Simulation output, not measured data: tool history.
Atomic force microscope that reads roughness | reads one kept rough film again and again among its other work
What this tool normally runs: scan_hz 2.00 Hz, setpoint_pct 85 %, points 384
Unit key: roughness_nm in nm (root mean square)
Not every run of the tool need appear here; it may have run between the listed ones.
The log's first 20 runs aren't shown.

run,hour,scan_hz,setpoint_pct,points,pictures with this tip,hours of work since the height scale was calibrated,roughness_nm
21,561.0,2.00,75,384,132,525,2.683
22,578.0,0.71,85,384,147,532,2.855
23,610.7,2.00,76,384,178,547,2.632
24,637.6,2.00,76,384,203,559,2.625
# hour 652.0: new tip fitted
25,674.6,2.00,76,384,21,575,2.664
26,709.4,2.00,85,656,54,590,2.465
27,741.6,2.00,68,384,84,604,2.797
28,768.2,3.82,85,367,109,616,2.036
29,801.3,0.73,85,277,139,631,2.806
30,817.3,2.00,81,270,154,638,2.507
31,844.5,2.00,80,384,180,650,2.545
32,870.5,3.75,70,384,204,662,2.510
# hour 883.1: new tip fitted
33,887.5,2.00,59,337,4,669,2.932
34,919.6,1.50,70,269,34,683,2.841

Run 35 has not been measured yet. What should we expect?
35,946.2,0.57,69,667,59,695,?

For run 35 the tool returned roughness_nm 3.028 nm (root mean square).
Take away the tool's hidden state, keep the run-to-run variation as it was, and the same run would have given roughness_nm 3.031 nm (root mean square).
